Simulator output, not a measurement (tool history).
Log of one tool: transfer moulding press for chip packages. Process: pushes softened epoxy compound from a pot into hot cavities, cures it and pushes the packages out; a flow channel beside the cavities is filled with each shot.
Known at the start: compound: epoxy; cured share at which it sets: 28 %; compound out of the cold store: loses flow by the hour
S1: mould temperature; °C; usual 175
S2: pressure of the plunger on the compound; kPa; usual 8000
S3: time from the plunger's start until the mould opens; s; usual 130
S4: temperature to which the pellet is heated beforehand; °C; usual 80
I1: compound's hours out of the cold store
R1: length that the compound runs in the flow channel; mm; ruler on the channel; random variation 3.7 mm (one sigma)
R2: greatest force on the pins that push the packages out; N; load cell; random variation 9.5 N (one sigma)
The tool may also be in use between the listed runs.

run 1 hour=0 | S1=175 S2=8000 S3=130 S4=80 | I1=45.7 | R1=633 R2=407
run 2 hour=53 | S1=175 S2=8000 S3=130 S4=80 | I1=13.2 | R1=768 R2=785
run 3 hour=77.6 | S1=175 S2=8000 S3=130 S4=80 | I1=23.4 | R1=719 R2=832
-- hour=104.1 cavities cleaned with cleaning compound and waxed
run 4 hour=116.1 | S1=175 S2=8000 S3=130 S4=80 | I1=8.5 | R1=783 R2=553
run 5 hour=160.5 | S1=175 S2=8000 S3=130 S4=80 | I1=10.6 | R1=763 R2=794
-- hour=205.8 cavities cleaned with cleaning compound and waxed
run 6 hour=206.5 | S1=175 S2=8000 S3=130 S4=80 | I1=21.2 | R1=707 R2=414
run 7 hour=244.6 | S1=175 S2=8000 S3=130 S4=80 | I1=26.7 | R1=682 R2=676
run 8 hour=284 | S1=175 S2=8000 S3=130 S4=80 | I1=24.9 | R1=679 R2=812
-- hour=309.1 cavities cleaned with cleaning compound and waxed
-- hour=332.6 plunger's sealing rings changed
run 9 hour=343.1 | S1=175 S2=8000 S3=130 S4=86 | I1=29.9 | R1=724 R2=618
run 10 hour=397.6 | S1=175 S2=8000 S3=136 S4=80 | I1=25.8 | R1=742 R2=768
-- hour=412.9 cavities cleaned with cleaning compound and waxed
-- hour=418.4 mould's thermocouples calibrated
run 11 hour=433.1 | S1=175 S2=8000 S3=136 S4=80 | I1=16.3 | R1=790 R2=562
run 12 hour=456.6 | S1=175 S2=8000 S3=136 S4=80 | I1=25.4 | R1=739 R2=672
run 13 hour=511.4 | S1=175 S2=8000 S3=136 S4=80 | I1=45.3 | R1=641 R2=769
-- hour=516.5 cavities cleaned with cleaning compound and waxed
run 14 hour=563.2 | S1=175 S2=8000 S3=136 S4=80 | I1=20.9 | R1=750 R2=679
run 15 hour=595.2 | S1=175 S2=8000 S3=123 S4=85 | I1=21.6 | R1=738 R2=922
-- hour=618.9 cavities cleaned with cleaning compound and waxed
run 16 hour=648.8 | S1=169 S2=8000 S3=113 S4=80 | I1=11.8 | R1=806 R2=1332
run 17 hour=680 | S1=169 S2=8000 S3=113 S4=80 | I1=43.3 | R1=648 R2=1413
run 18 hour=708.6 | S1=178 S2=8000 S3=113 S4=72 | I1=31.4 | R1=677 R2=897
-- hour=720.4 cavities cleaned with cleaning compound and waxed
run 19 hour=740.7 | S1=175 S2=8000 S3=144 S4=80 | I1=44.8 | R1=622 R2=515
run 20 hour=780.2 | S1=175 S2=8000 S3=144 S4=81 | I1=29.5 | R1=684 R2=672
-- hour=821.8 cavities cleaned with cleaning compound and waxed
run 21 hour=821.8 | S1=175 S2=8000 S3=144 S4=85 | I1=35.8 | R1=652 R2=359
run 22 hour=875.7 | S1=172 S2=6150 S3=133 S4=79 | I1=44.5 | R1=542 R2=807
run 23 hour=916.9 | S1=172 S2=6150 S3=133 S4=79 | I1=23.6 | R1=613 R2=977
-- hour=925.7 cavities cleaned with cleaning compound and waxed
run 24 hour=968.9 | S1=175 S2=8000 S3=118 S4=87 | I1=39.9 | R1=618 R2=788
run 25 hour=996.7 | S1=175 S2=6710 S3=164 S4=80 | I1=40.9 | R1=559 R2=623
-- hour=1003.2 plunger's sealing rings changed
-- hour=1032.6 cavities cleaned with cleaning compound and waxed
run 26 hour=1032.6 | S1=175 S2=8000 S3=130 S4=80 | I1=12.8 | R1=808 R2=427

The next listed run, before its measurement:
run 27 hour=1067.6 | S1=175 S2=7220 S3=158 S4=80 | I1=13.5 | R1=? R2=?

{"run 27": {"R1": 765, "R2": 544}}
Without the tool's hidden state the same run would have given R1 778 mm, R2 331 N.
